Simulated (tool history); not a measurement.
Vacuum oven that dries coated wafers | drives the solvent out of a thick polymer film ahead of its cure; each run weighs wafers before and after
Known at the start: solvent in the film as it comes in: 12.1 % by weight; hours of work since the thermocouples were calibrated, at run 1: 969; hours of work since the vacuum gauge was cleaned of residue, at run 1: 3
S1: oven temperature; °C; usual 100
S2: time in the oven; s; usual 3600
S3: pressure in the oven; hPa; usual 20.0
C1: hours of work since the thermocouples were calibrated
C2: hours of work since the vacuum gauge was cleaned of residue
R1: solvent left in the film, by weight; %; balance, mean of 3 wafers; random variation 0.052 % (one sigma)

run,hour,S1,S2,S3,C1,C2,R1
1,0.0,100,3600,20.0,969,3,4.24
2,8.5,100,3600,20.0,975,9,4.31
3,26.3,100,3600,20.0,987,21,4.31
4,44.7,100,3600,20.0,1000,34,4.29
5,59.0,100,3600,20.0,1010,44,4.22
6,71.0,100,3600,20.0,1018,52,4.34
7,80.9,100,3600,20.0,1025,59,4.27
8,98.9,97,3600,29.9,1037,71,6.47
9,114.3,97,3600,29.9,1048,81,6.63
# hour 117.5: vacuum gauge cleaned of residue and calibrated
10,130.5,97,2820,13.9,1058,9,4.74
11,138.7,100,4380,20.0,1063,15,3.96
12,155.2,111,4380,30.8,1075,26,3.43
13,164.4,111,4380,30.8,1081,32,3.44
# hour 170.4: vacuum gauge cleaned of residue and calibrated, once more
14,184.6,99,1860,24.2,1094,10,6.64

Forecast each of these 3 alternatives for the next run:
A,193.1,106,1860,66.4,1100,16,?
B,193.1,97,1860,51.4,1100,16,?
C,193.1,86,3960,33.6,1100,16,?

run,R1
A,9.38
B,10.44
C,10.29
Without the tool's hidden state the same runs would have given:
run,R1
A,9.02
B,10.11
C,9.95

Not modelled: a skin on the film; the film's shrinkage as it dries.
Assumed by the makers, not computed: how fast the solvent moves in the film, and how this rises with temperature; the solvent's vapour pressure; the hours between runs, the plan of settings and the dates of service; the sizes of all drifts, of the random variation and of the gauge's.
